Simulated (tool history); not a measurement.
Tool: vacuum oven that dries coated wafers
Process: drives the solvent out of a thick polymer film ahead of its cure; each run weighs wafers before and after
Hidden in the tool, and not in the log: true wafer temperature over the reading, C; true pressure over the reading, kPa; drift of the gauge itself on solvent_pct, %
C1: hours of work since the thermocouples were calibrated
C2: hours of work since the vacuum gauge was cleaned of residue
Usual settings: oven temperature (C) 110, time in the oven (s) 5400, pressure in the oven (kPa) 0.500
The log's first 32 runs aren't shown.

run 33 hour=779.6 | oven_temperature_(C)=122 time_in_the_oven_(s)=4080 pressure_in_the_oven_(kPa)=0.654 | C1=832 C2=31 | solvent_left_in_the_film_(%)=1.47
run 34 hour=812.3 | oven_temperature_(C)=108 time_in_the_oven_(s)=7500 pressure_in_the_oven_(kPa)=1.552 | C1=846 C2=45 | solvent_left_in_the_film_(%)=3.86
-- hour=821.5 vacuum gauge cleaned of residue and calibrated, once more
run 35 hour=829.0 | oven_temperature_(C)=110 time_in_the_oven_(s)=3300 pressure_in_the_oven_(kPa)=1.865 | C1=852 C2=3 | solvent_left_in_the_film_(%)=6.29
run 36 hour=844.3 | oven_temperature_(C)=110 time_in_the_oven_(s)=5400 pressure_in_the_oven_(kPa)=0.787 | C1=858 C2=9 | solvent_left_in_the_film_(%)=2.48
run 37 hour=861.3 | oven_temperature_(C)=116 time_in_the_oven_(s)=5280 pressure_in_the_oven_(kPa)=0.500 | C1=865 C2=16 | solvent_left_in_the_film_(%)=1.28
run 38 hour=880.1 | oven_temperature_(C)=120 time_in_the_oven_(s)=6420 pressure_in_the_oven_(kPa)=0.340 | C1=873 C2=24 | solvent_left_in_the_film_(%)=0.58
run 39 hour=906.8 | oven_temperature_(C)=102 time_in_the_oven_(s)=3000 pressure_in_the_oven_(kPa)=0.286 | C1=884 C2=35 | solvent_left_in_the_film_(%)=6.56
run 40 hour=933.8 | oven_temperature_(C)=102 time_in_the_oven_(s)=3000 pressure_in_the_oven_(kPa)=0.286 | C1=895 C2=46 | solvent_left_in_the_film_(%)=6.52
run 41 hour=967.5 | oven_temperature_(C)=102 time_in_the_oven_(s)=8460 pressure_in_the_oven_(kPa)=1.010 | C1=909 C2=60 | solvent_left_in_the_film_(%)=3.20

Run 42 comes next. What will it give?
run 42 hour=1002.2 | oven_temperature_(C)=102 time_in_the_oven_(s)=8460 pressure_in_the_oven_(kPa)=1.010 | C1=923 C2=74 | solvent_left_in_the_film_(%)=?

{"run 42": {"solvent left in the film (%)": 3.28}}
Without the tool's hidden state the same run would have given solvent left in the film (%) 3.60.
